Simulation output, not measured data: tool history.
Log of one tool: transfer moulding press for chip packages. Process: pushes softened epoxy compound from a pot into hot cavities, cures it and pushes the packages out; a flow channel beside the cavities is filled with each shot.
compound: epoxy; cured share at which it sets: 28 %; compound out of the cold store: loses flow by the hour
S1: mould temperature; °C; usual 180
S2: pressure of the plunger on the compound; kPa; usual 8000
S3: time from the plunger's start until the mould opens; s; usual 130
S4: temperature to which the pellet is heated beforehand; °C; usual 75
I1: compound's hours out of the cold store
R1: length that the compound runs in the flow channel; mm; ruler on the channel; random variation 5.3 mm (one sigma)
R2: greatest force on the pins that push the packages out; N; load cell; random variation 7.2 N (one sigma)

run 1 hour=0.0 | S1=180 S2=8000 S3=130 S4=75 | I1=31.5 | R1=716 R2=332
run 2 hour=9.9 | S1=180 S2=8000 S3=130 S4=69 | I1=21.6 | R1=772 R2=348
run 3 hour=21.8 | S1=180 S2=8000 S3=130 S4=69 | I1=11.3 | R1=827 R2=380
run 4 hour=33.7 | S1=180 S2=8000 S3=130 S4=75 | I1=45.5 | R1=643 R2=349
run 5 hour=44.8 | S1=180 S2=8000 S3=130 S4=75 | I1=37.8 | R1=687 R2=389
run 6 hour=54.1 | S1=180 S2=8000 S3=130 S4=75 | I1=24.1 | R1=742 R2=394
run 7 hour=59.8 | S1=180 S2=8000 S3=130 S4=75 | I1=38.6 | R1=679 R2=397
run 8 hour=67.8 | S1=178 S2=6200 S3=130 S4=75 | I1=38.2 | R1=602 R2=436
-- hour=70.4 cavities cleaned with cleaning compound and waxed
run 9 hour=81.4 | S1=175 S2=7420 S3=121 S4=67 | I1=46.1 | R1=627 R2=668
run 10 hour=93.6 | S1=175 S2=7550 S3=110 S4=65 | I1=41.7 | R1=650 R2=818
run 11 hour=99.6 | S1=175 S2=7550 S3=110 S4=65 | I1=41.5 | R1=663 R2=836
run 12 hour=109.5 | S1=180 S2=9990 S3=130 S4=69 | I1=8.1 | R1=939 R2=509

Forecast run 13:
run 13 hour=118.9 | S1=180 S2=9990 S3=130 S4=69 | I1=20.7 | R1=? R2=?

Run 13 gave R1 861 mm, R2 469 N.
Without the tool's hidden state the same run would have given R1 903 mm, R2 295 N.
